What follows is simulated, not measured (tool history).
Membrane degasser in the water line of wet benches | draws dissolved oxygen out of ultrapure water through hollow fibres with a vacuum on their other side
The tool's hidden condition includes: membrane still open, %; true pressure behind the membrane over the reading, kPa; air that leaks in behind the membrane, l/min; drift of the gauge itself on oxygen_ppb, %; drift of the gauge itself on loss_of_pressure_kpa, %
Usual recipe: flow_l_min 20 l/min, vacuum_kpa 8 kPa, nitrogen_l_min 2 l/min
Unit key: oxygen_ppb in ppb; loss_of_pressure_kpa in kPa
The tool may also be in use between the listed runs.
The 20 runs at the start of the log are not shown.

run,hour,flow_l_min,vacuum_kpa,nitrogen_l_min,hours since the membrane was changed,hours since the vacuum gauge was calibrated,hours since the vacuum lines were made tight,oxygen_ppb,loss_of_pressure_kpa
21,1083.5,17,15.36,4.45,1249,3638,8360,216.1,23.3
# hour 1139.1: seals of the vacuum lines changed
22,1152,17,15.36,4.45,1316,3704,13,214.8,23.35
23,1206.2,28,5.89,4.45,1370,3759,67,342.9,38.27
24,1241.4,28,5.89,4.45,1405,3794,102,341.7,37.93
25,1291,14,9.14,3.04,1455,3844,152,128.8,19.18
26,1340.7,27,17.48,1.41,1504,3893,202,829,37.26
27,1374,20,13.4,1.67,1538,3926,235,423.8,27.39
28,1421.7,20,6.43,2,1585,3974,283,229.6,27.21
29,1457.8,29,18.33,1.42,1621,4010,319,924.4,39.65
30,1510.1,29,18.33,1.42,1674,4063,371,927.9,39.6
31,1570,29,18.33,1.42,1734,4122,431,913.9,39.53

Forecast each of these 3 alternatives for the next run:
A,1607.5,16,6.78,2.14,1771,4160,468,?,?
B,1607.5,26,14.92,0.85,1771,4160,468,?,?
C,1607.5,15,18.33,1.42,1771,4160,468,?,?

run,oxygen_ppb,loss_of_pressure_kpa
A,156.5,21.97
B,935.2,35.67
C,434.6,20.73
Without the tool's unlogged condition, the same runs would have read:
run,oxygen_ppb,loss_of_pressure_kpa
A,148.9,21.83
B,915.1,35.44
C,425.3,20.6
